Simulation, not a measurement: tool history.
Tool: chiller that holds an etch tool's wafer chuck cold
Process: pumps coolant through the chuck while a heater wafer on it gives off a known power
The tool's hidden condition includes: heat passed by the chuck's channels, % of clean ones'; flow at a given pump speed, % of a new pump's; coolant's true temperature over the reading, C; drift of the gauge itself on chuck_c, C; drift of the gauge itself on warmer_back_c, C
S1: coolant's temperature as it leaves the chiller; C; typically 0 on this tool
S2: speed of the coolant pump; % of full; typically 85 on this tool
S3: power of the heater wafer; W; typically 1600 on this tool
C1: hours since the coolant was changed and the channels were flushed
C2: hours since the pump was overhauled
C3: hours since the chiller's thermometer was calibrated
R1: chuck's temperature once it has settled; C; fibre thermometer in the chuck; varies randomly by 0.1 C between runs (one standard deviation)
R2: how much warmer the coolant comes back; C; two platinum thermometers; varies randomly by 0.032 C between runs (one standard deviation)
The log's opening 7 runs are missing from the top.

run 8 hour=541.9 | S1=0 S2=68 S3=1600 | C1=5654 C2=3227 C3=3898 | R1=16.9 R2=4.68
run 9 hour=609.4 | S1=0 S2=68 S3=1600 | C1=5722 C2=3295 C3=3965 | R1=16.8 R2=4.65
-- hour=692.0 chiller's thermometer calibrated
run 10 hour=692.0 | S1=-9 S2=68 S3=1600 | C1=5803 C2=3376 C3=0 | R1=7.6 R2=4.63
run 11 hour=759.8 | S1=0 S2=77 S3=1600 | C1=5871 C2=3444 C3=68 | R1=15.5 R2=4.13
run 12 hour=806.4 | S1=0 S2=77 S3=1600 | C1=5918 C2=3491 C3=114 | R1=15.2 R2=4.11
run 13 hour=878.5 | S1=0 S2=85 S3=1600 | C1=5990 C2=3563 C3=186 | R1=14.6 R2=3.73
run 14 hour=964.3 | S1=0 S2=85 S3=1600 | C1=6076 C2=3648 C3=272 | R1=14.7 R2=3.71
run 15 hour=1024.0 | S1=0 S2=85 S3=1600 | C1=6135 C2=3708 C3=332 | R1=14.6 R2=3.69
run 16 hour=1084.2 | S1=0 S2=85 S3=2208 | C1=6196 C2=3768 C3=392 | R1=20.1 R2=5.17
run 17 hour=1134.2 | S1=-8 S2=93 S3=2070 | C1=6246 C2=3818 C3=442 | R1=10.2 R2=4.35
run 18 hour=1180.0 | S1=5 S2=80 S3=1068 | C1=6291 C2=3864 C3=488 | R1=15.0 R2=2.63
run 19 hour=1243.0 | S1=10 S2=64 S3=1600 | C1=6354 C2=3927 C3=551 | R1=27.0 R2=5.04
run 20 hour=1302.8 | S1=10 S2=100 S3=1964 | C1=6414 C2=3987 C3=611 | R1=26.5 R2=3.83
run 21 hour=1392.7 | S1=10 S2=100 S3=1964 | C1=6504 C2=4077 C3=701 | R1=26.5 R2=3.87
-- hour=1403.1 coolant pump overhauled
run 22 hour=1448.0 | S1=7 S2=70 S3=1600 | C1=6554 C2=45 C3=751 | R1=23.7 R2=4.68
run 23 hour=1545.9 | S1=7 S2=70 S3=1600 | C1=6652 C2=143 C3=849 | R1=23.7 R2=4.75
run 24 hour=1627.8 | S1=-2 S2=85 S3=1840 | C1=6734 C2=225 C3=931 | R1=15.3 R2=4.45
run 25 hour=1723.6 | S1=0 S2=74 S3=1600 | C1=6830 C2=320 C3=1027 | R1=16.4 R2=4.50
-- hour=1747.2 coolant pump overhauled, once more
run 26 hour=1776.0 | S1=0 S2=74 S3=1600 | C1=6877 C2=29 C3=1074 | R1=15.4 R2=4.04
run 27 hour=1843.1 | S1=0 S2=74 S3=1600 | C1=6945 C2=96 C3=1141 | R1=15.5 R2=3.99
run 28 hour=1896.5 | S1=0 S2=74 S3=1600 | C1=6998 C2=149 C3=1195 | R1=15.3 R2=4.03
run 29 hour=1986.0 | S1=5 S2=88 S3=2380 | C1=7087 C2=239 C3=1284 | R1=26.0 R2=5.04
run 30 hour=2083.3 | S1=5 S2=67 S3=2380 | C1=7185 C2=336 C3=1381 | R1=29.4 R2=6.69
run 31 hour=2132.6 | S1=5 S2=67 S3=2380 | C1=7234 C2=385 C3=1431 | R1=29.6 R2=6.64

Below are 5 alternative next runs, each starting from the tool's condition after run 31. Predict each:
run A hour=2232.2 | S1=6 S2=63 S3=2192 | C1=7334 C2=485 C3=1530 | R1=? R2=?
run B hour=2232.2 | S1=5 S2=100 S3=2380 | C1=7334 C2=485 C3=1530 | R1=? R2=?
run C hour=2232.2 | S1=0 S2=85 S3=1640 | C1=7334 C2=485 C3=1530 | R1=? R2=?
run D hour=2232.2 | S1=7 S2=61 S3=1103 | C1=7334 C2=485 C3=1530 | R1=? R2=?
run E hour=2232.2 | S1=-5 S2=80 S3=2380 | C1=7334 C2=485 C3=1530 | R1=? R2=?

run=A R1=29.4 R2=6.58
run=B R1=24.6 R2=4.40
run=C R1=14.8 R2=3.60
run=D R1=18.9 R2=3.38
run=E R1=17.1 R2=5.62
Stripped of hidden state, with their random variation kept, the same runs would have yielded:
run=A R1=27.6 R2=6.54
run=B R1=23.1 R2=4.37
run=C R1=13.6 R2=3.57
run=D R1=18.0 R2=3.36
run=E R1=15.4 R2=5.58

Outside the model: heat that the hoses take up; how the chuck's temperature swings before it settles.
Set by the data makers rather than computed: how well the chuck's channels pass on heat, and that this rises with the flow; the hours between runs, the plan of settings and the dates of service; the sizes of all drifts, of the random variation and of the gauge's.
